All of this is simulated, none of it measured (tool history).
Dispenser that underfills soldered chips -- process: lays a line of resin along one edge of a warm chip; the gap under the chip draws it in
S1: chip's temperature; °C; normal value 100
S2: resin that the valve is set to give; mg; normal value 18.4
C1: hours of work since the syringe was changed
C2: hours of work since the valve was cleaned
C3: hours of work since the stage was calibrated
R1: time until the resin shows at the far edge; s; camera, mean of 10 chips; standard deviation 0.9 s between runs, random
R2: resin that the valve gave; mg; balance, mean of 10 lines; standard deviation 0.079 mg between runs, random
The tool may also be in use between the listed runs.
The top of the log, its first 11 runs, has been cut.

run   hour   S1    S2  C1  C2   C3     R1     R2
      63.3  -- new syringe of resin
 12   69.6  100  16.1   4  65   58  121.9  15.57
      73.7  -- new syringe of resin
 13   78.0  100  16.1   3  70   64  106.9  15.50
      83.6  -- new syringe of resin
 14   84.5  100  16.1   1  74   68   91.6  15.51
 15   91.8   99  16.1   6  79   73  141.0  15.44
      93.5  -- new syringe of resin
 16   99.5   99  16.1   4  85   78  126.4  15.39
     101.2  -- dispensing valve cleaned and set on the balance
     104.6  -- new syringe of resin
 17  108.4   99  16.1   3   5   83  111.2  16.12
     114.5  -- new syringe of resin
 18  117.3   99  16.1   2  11   89  101.8  16.17
 19  123.2   99  16.1   6  15   93  145.2  16.01
     124.5  -- new syringe of resin
 20  130.6   96  23.6   4  20   98  133.7  23.51
     134.7  -- new syringe of resin
 21  137.5  106  20.1   2  24  103   76.5  19.91
 22  143.9   88  20.1   6  29  107  219.9  19.88
     144.9  -- new syringe of resin
 23  149.3  103  16.6   3  32  111   95.5  16.53
     154.9  -- new syringe of resin
 24  155.8   99  21.6   1  36  115   87.1  21.23
 25  160.5  101  22.7   4  40  118  106.6  22.25
     165.5  -- new syringe of resin
 26  167.9   89  22.8   2  44  123  140.5  22.32
 27  174.9  101  23.6   6  49  128  128.6  22.97
     175.8  -- new syringe of resin
 28  179.2  100  16.7   2  52  131  102.2  16.23
     185.9  -- new syringe of resin
 29  187.9  109  21.7   1  58  137   64.7  21.21
     195.8  -- new syringe of resin
 30  195.8  101  20.3   0  63  142   76.7  19.80

Predict the results of run 31:
 31  202.7  101  20.3   5  68  147   ?   ?

{"run 31": {"R1": 115.4, "R2": 19.7}}
Take away the tool's hidden state, keep the run-to-run variation as it was, and the same run would have given R1 81.5 s, R2 20.29 mg.

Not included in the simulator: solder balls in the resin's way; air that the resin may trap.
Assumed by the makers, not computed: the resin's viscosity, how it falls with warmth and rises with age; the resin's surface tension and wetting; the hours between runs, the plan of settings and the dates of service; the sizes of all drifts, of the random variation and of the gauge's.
